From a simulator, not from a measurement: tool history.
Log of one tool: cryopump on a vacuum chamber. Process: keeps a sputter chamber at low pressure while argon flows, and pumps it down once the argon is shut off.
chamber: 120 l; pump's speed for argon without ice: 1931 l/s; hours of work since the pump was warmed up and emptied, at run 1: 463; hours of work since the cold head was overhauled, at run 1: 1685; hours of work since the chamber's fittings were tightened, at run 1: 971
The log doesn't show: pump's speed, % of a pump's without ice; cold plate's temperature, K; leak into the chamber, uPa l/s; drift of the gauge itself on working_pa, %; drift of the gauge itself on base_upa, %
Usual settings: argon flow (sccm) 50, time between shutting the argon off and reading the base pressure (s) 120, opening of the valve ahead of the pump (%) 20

run    hour  argon flow (sccm)  time between shutting the argon off and reading the base pressure (s)  opening of the valve ahead of the pump (%)  hours of work since the pump was warmed up and emptied  hours of work since the cold head was overhauled  hours of work since the chamber's fittings were tightened  pressure while argon flows (Pa)  pressure after the wait (uPa)
  1     0.0                 50                                                                    120                                          20                                                     463                                              1685                                                        971                           0.2251                           1.34
  2    84.4                 50                                                                    120                                          20                                                     520                                              1742                                                       1027                           0.2233                           1.43
  3   170.3                 50                                                                    120                                          16                                                     577                                              1799                                                       1084                           0.2794                           1.45
  4   286.1                 50                                                                    120                                          16                                                     654                                              1876                                                       1162                           0.2779                           1.57
  5   334.0                 50                                                                    120                                          16                                                     686                                              1908                                                       1194                           0.2808                           1.59
  6   394.6                 50                                                                    120                                          20                                                     727                                              1948                                                       1234                           0.2241                           1.68
  7   483.1                 50                                                                    120                                          20                                                     786                                              2007                                                       1293                           0.2256                           1.80
  8   533.4                 67                                                                    120                                          20                                                     819                                              2041                                                       1327                           0.3038                           1.82
  9   649.0                 77                                                                    265                                          20                                                     896                                              2118                                                       1404                           0.3491                           1.72
 10   730.4                 50                                                                     30                                          20                                                     951                                              2172                                                       1458                           0.2274                           2.59
 11   800.8                 50                                                                     30                                          20                                                     997                                              2219                                                       1505                           0.2288                           2.59
 12   877.2                 64                                                                     73                                          20                                                    1048                                              2270                                                       1556                           0.2886                           2.19
 13   961.3                 30                                                                    239                                          20                                                    1104                                              2326                                                       1612                           0.1365                           2.15
 14  1054.4                 94                                                                    155                                          26                                                    1167                                              2388                                                       1674                           0.3366                           2.18
     1064.5  -- pump warmed up, emptied and cooled again
 15  1162.6                 49                                                                    192                                          18                                                      65                                              2457                                                       1743                           0.2383                           1.94

Measured less the same run without the tool's hidden state. The same run-to-run variation is in both; the gauge's scatter may not be:
run  pressure while argon flows (Pa)  pressure after the wait (uPa)
  1                          +0.0042                          +1.02
  2                          +0.0046                          +1.07
  3                          +0.0051                          +1.12
  4                          +0.0058                          +1.23
  5                          +0.0061                          +1.27
  6                          +0.0065                          +1.29
  7                          +0.0070                          +1.39
  8                          +0.0098                          +1.43
  9                          +0.0124                          +1.48
 10                          +0.0085                          +1.61
 11                          +0.0091                          +1.64
 12                          +0.0122                          +1.70
 13                          +0.0061                          +1.88
 14                          +0.0203                          +1.88
 15                          +0.0015                          +1.65
